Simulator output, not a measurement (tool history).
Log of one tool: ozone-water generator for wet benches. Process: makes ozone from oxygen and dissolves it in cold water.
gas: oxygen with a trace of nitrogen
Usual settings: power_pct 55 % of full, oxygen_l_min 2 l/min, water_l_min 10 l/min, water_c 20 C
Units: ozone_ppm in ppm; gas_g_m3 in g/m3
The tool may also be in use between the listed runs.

| run | hour | power_pct | oxygen_l_min | water_l_min | water_c | ozone_ppm | gas_g_m3 |
|---|---|---|---|---|---|---|---|
| 1 | 0 | 55 | 2 | 10 | 20 | 15.5 | 157.1 |
| 2 | 94.1 | 55 | 2 | 10 | 20 | 15.8 | 158.6 |
| 3 | 199.6 | 55 | 2 | 10 | 20 | 15.7 | 156.1 |
| 4 | 279 | 55 | 2 | 10 | 20 | 15.7 | 157 |
| 5 | 372.5 | 55 | 2.01 | 10 | 20 | 15.4 | 156.9 |
| 6 | 471.9 | 55 | 2.01 | 10 | 20 | 15.7 | 155.8 |
| 7 | 576.1 | 55 | 2.01 | 10 | 20 | 15.9 | 158.3 |
| 8 | 649.3 | 55 | 3.59 | 10 | 20 | 17.6 | 131.4 |
| 9 | 730 | 55 | 3.59 | 10 | 20 | 17.7 | 129.7 |
| 10 | 774 | 55 | 3.59 | 10 | 20 | 17.7 | 131.2 |
| 11 | 854.7 | 67 | 1.12 | 12 | 17 | 12.7 | 219.3 |
| 12 | 920.9 | 67 | 1.12 | 12 | 17 | 12.7 | 217.1 |
| 13 | 981.1 | 56 | 2.8 | 9 | 16 | 19.9 | 143.2 |
| 14 | 1079 | 56 | 2.8 | 9 | 16 | 19.6 | 143.3 |
| 15 | 1124.9 | 58 | 2 | 13 | 20 | 12.8 | 165.1 |
| 16 | 1221.1 | 42 | 2 | 8 | 20 | 15.3 | 128 |
| 17 | 1321.9 | 42 | 2 | 8 | 20 | 15.5 | 128.4 |
| 18 | 1416.6 | 71 | 2.33 | 10 | 20 | 20 | 180.5 |
| 19 | 1485.1 | 91 | 2.17 | 10 | 16 | 24.6 | 224.6 |

The next listed run, before its measurement:
| 20 | 1584 | 52 | 2 | 10 | 19 | ? | ? |

Run 20 gave ozone_ppm 15.1 ppm, gas_g_m3 149 g/m3.
Without the tool's hidden state the same run would have given ozone_ppm 15.1 ppm, gas_g_m3 149.1 g/m3.

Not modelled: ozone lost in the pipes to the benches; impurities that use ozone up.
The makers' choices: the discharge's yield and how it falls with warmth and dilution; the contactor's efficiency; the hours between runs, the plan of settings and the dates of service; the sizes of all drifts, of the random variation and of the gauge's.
